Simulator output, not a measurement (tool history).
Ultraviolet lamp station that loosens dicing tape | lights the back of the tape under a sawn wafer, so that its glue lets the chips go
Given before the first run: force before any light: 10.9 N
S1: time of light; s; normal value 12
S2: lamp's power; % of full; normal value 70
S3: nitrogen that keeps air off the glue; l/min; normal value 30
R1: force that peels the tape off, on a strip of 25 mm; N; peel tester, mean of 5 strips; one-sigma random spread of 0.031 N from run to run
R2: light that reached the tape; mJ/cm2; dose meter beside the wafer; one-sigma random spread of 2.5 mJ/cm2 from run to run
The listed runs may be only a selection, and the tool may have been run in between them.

{"run": 1, "hour": 0.0, "S1": 12, "S2": 70, "S3": 30, "R1": 1.478, "R2": 298}
{"run": 2, "hour": 17.6, "S1": 12, "S2": 70, "S3": 49, "R1": 1.157, "R2": 293}
{"run": 3, "hour": 36.0, "S1": 12, "S2": 70, "S3": 49, "R1": 1.174, "R2": 293}
{"run": 4, "hour": 48.8, "S1": 12, "S2": 70, "S3": 49, "R1": 1.132, "R2": 296}
{"run": 5, "hour": 72.8, "S1": 12, "S2": 70, "S3": 49, "R1": 1.151, "R2": 297}
{"run": 6, "hour": 91.1, "S1": 12, "S2": 70, "S3": 49, "R1": 1.144, "R2": 297}
{"run": 7, "hour": 104.0, "S1": 14, "S2": 70, "S3": 49, "R1": 0.789, "R2": 350}
{"run": 8, "hour": 122.6, "S1": 14, "S2": 70, "S3": 32, "R1": 1.108, "R2": 347}
{"run": 9, "hour": 145.3, "S1": 12, "S2": 63, "S3": 39, "R1": 1.594, "R2": 261}
{"run": 10, "hour": 157.6, "S1": 8, "S2": 70, "S3": 30, "R1": 2.822, "R2": 199}
{"run": 11, "hour": 176.5, "S1": 8, "S2": 70, "S3": 30, "R1": 2.834, "R2": 196}

Consider 5 possible next runs. They are alternatives, not a sequence: every one starts from the tool as it was left by run 11. What does each give?
{"run": "A", "hour": 201.5, "S1": 12, "S2": 63, "S3": 30, "R1": "?", "R2": "?"}
{"run": "B", "hour": 201.5, "S1": 8, "S2": 74, "S3": 25, "R1": "?", "R2": "?"}
{"run": "C", "hour": 201.5, "S1": 21, "S2": 90, "S3": 30, "R1": "?", "R2": "?"}
{"run": "D", "hour": 201.5, "S1": 7, "S2": 81, "S3": 34, "R1": "?", "R2": "?"}
{"run": "E", "hour": 201.5, "S1": 8, "S2": 74, "S3": 15, "R1": "?", "R2": "?"}

run=A R1=1.919 R2=267
run=B R1=2.939 R2=212
run=C R1=0.276 R2=659
run=D R1=2.763 R2=202
run=E R1=3.738 R2=209
Had the tool no hidden state, the same runs would have come out as:
run=A R1=1.911 R2=268
run=B R1=2.930 R2=213
run=C R1=0.275 R2=661
run=D R1=2.753 R2=203
run=E R1=3.728 R2=209
